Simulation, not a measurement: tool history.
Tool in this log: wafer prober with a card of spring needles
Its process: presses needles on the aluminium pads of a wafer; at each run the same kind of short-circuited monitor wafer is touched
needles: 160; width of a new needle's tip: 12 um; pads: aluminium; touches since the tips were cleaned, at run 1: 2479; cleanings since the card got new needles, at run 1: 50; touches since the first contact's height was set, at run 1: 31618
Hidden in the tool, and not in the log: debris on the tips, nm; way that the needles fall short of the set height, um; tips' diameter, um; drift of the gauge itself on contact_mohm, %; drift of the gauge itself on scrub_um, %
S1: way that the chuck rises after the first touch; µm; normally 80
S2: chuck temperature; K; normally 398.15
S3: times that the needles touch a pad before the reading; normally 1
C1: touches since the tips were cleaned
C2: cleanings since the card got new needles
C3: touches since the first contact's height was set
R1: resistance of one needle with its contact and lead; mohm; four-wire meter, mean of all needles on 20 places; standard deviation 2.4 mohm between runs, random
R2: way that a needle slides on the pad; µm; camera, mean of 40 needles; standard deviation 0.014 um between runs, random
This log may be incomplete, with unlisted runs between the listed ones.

run   hour  S1      S2  S3    C1   C2      C3   R1     R2
  1    0.0  80  398.15   1  2479   50   31618  280  12.40
       4.6  -- tips cleaned on abrasive film
      15.1  -- tips cleaned on abrasive film
      24.2  -- tips cleaned on abrasive film
  2   29.9  80  398.15   1  2858   53   46469  274  12.40
      34.1  -- tips cleaned on abrasive film
      43.1  -- tips cleaned on abrasive film
      54.2  -- tips cleaned on abrasive film
  3   61.9  80  398.15   1  3844   56   62418  278  12.41
      64.2  -- tips cleaned on abrasive film
      73.2  -- tips cleaned on abrasive film
  4   80.9  80  398.15   2  3857   58   71859  280  12.40
      83.2  -- tips cleaned on abrasive film
      92.2  -- tips cleaned on abrasive film
     101.3  -- tips cleaned on abrasive film
     110.3  -- tips cleaned on abrasive film
  5  110.6  80  398.15   1   164   62   86594  279  12.40
     119.6  -- tips cleaned on abrasive film
     128.7  -- tips cleaned on abrasive film
     139.3  -- tips cleaned on abrasive film
     141.9  -- height of the first contact set anew
  6  146.3  80  398.15   1  3362   65    2242  279  12.43
     148.8  -- tips cleaned on abrasive film
     157.8  -- tips cleaned on abrasive film
     168.3  -- tips cleaned on abrasive film
  7  176.2  80  398.15   2  3986   68   17089  277  12.41
     178.5  -- tips cleaned on abrasive film
     189.7  -- tips cleaned on abrasive film
     200.6  -- tips cleaned on abrasive film
  8  207.9  80  398.15   2  3674   71   32861  279  12.42
     210.2  -- tips cleaned on abrasive film
     219.2  -- tips cleaned on abrasive film
     228.2  -- tips cleaned on abrasive film
     239.0  -- tips cleaned on abrasive film
     248.7  -- tips cleaned on abrasive film
  9  248.7  67  398.15   2     0   76   53108  285  10.40
     259.4  -- tips cleaned on abrasive film
     270.6  -- tips cleaned on abrasive film
     281.4  -- tips cleaned on abrasive film
 10  288.8  67  398.15   2  3714   79   73128  278  10.37
     291.1  -- tips cleaned on abrasive film
     302.1  -- tips cleaned on abrasive film
     313.1  -- tips cleaned on abrasive film
     324.0  -- tips cleaned on abrasive film
 11  331.0  67  398.15   2  3522   83   94145  281  10.36
     333.4  -- tips cleaned on abrasive film
     343.9  -- tips cleaned on abrasive film
     346.5  -- height of the first contact set anew
     355.5  -- tips cleaned on abrasive film
     364.5  -- tips cleaned on abrasive film
 12  371.5  67  398.15   2  3531   87   12498  280  10.39
     373.9  -- tips cleaned on abrasive film
     382.9  -- tips cleaned on abrasive film
     394.1  -- tips cleaned on abrasive film
 13  398.2  80  398.15   1  2053   90   25756  279  12.42
     404.8  -- tips cleaned on abrasive film
     413.8  -- tips cleaned on abrasive film
 14  416.5  80  398.15   1  1342   92   34841  280  12.40
     423.3  -- tips cleaned on abrasive film
     432.3  -- tips cleaned on abrasive film
     443.2  -- tips cleaned on abrasive film
     454.0  -- tips cleaned on abrasive film
 15  454.0  86  358.15   1     0   96   53481  267  13.32
     463.0  -- tips cleaned on abrasive film
     473.7  -- tips cleaned on abrasive film
     484.9  -- tips cleaned on abrasive film
     494.0  -- tips cleaned on abrasive film
 16  494.6  84  301.15   1   322  100   73683  251  13.03
     503.6  -- tips cleaned on abrasive film
     512.6  -- tips cleaned on abrasive film
     521.7  -- tips cleaned on abrasive film
 17  526.5  84  301.15   1  2404  103   89538  252  13.05
     531.0  -- tips cleaned on abrasive film
     542.3  -- tips cleaned on abrasive film
     551.3  -- tips cleaned on abrasive film
     551.6  -- height of the first contact set anew
     561.4  -- tips cleaned on abrasive film
 18  561.4  96  341.15   1     0  107    4866  263  14.92
     572.3  -- tips cleaned on abrasive film
     581.3  -- tips cleaned on abrasive film
     590.4  -- tips cleaned on abrasive film
     599.4  -- tips cleaned on abrasive film
 19  602.7  67  398.15   1  1663  111   25422  281  10.38
     609.5  -- tips cleaned on abrasive film
     619.7  -- tips cleaned on abrasive film
 20  628.5  63  398.15   1  4401  113   38271  284   9.76
     630.8  -- tips cleaned on abrasive film
     641.9  -- tips cleaned on abrasive film
     652.7  -- tips cleaned on abrasive film
 21  657.6  63  398.15   1  2452  116   52739  282   9.77
     662.0  -- tips cleaned on abrasive film
     673.3  -- tips cleaned on abrasive film
     684.4  -- tips cleaned on abrasive film
 22  685.9  93  352.15   1   787  119   66847  263  14.41
     695.0  -- tips cleaned on abrasive film
     706.1  -- tips cleaned on abrasive film
     715.1  -- tips cleaned on abrasive film
 23  719.8  93  352.15   1  2347  122   83722  265  14.44
     726.1  -- tips cleaned on abrasive film
     735.1  -- tips cleaned on abrasive film
     745.8  -- tips cleaned on abrasive film
 24  752.9  84  310.15   1  3554  125  100202  250  13.03
     756.6  -- tips cleaned on abrasive film
     756.9  -- height of the first contact set anew
     767.9  -- tips cleaned on abrasive film
     778.6  -- tips cleaned on abrasive film
 25  787.3  84  310.15   1  4370  128   15161  254  13.03
     789.6  -- tips cleaned on abrasive film
     800.3  -- tips cleaned on abrasive film
     811.3  -- tips cleaned on abrasive film
 26  819.5  87  308.15   3  4149  131   31205  253  13.48

Forecast each of these 3 alternatives for the next run:
     821.9  -- tips cleaned on abrasive film
     830.9  -- tips cleaned on abrasive film
     841.7  -- tips cleaned on abrasive film
     852.3  -- tips cleaned on abrasive film
  A  855.1  81  300.15   2  1431  135  48902   ?   ?
     821.9  -- tips cleaned on abrasive film
     830.9  -- tips cleaned on abrasive film
     841.7  -- tips cleaned on abrasive film
     852.3  -- tips cleaned on abrasive film
  B  855.1  73  398.15   1  1431  135  48902   ?   ?
     821.9  -- tips cleaned on abrasive film
     830.9  -- tips cleaned on abrasive film
     841.7  -- tips cleaned on abrasive film
     852.3  -- tips cleaned on abrasive film
  C  855.1  87  319.15   3  1431  135  48902   ?   ?

run   R1     R2
  A  249  12.55
  B  274  11.30
  C  258  13.49
The same runs, with their run-to-run variation unchanged, on a tool lacking any hidden condition would have given:
run   R1     R2
  A  249  12.55
  B  273  11.30
  C  258  13.49
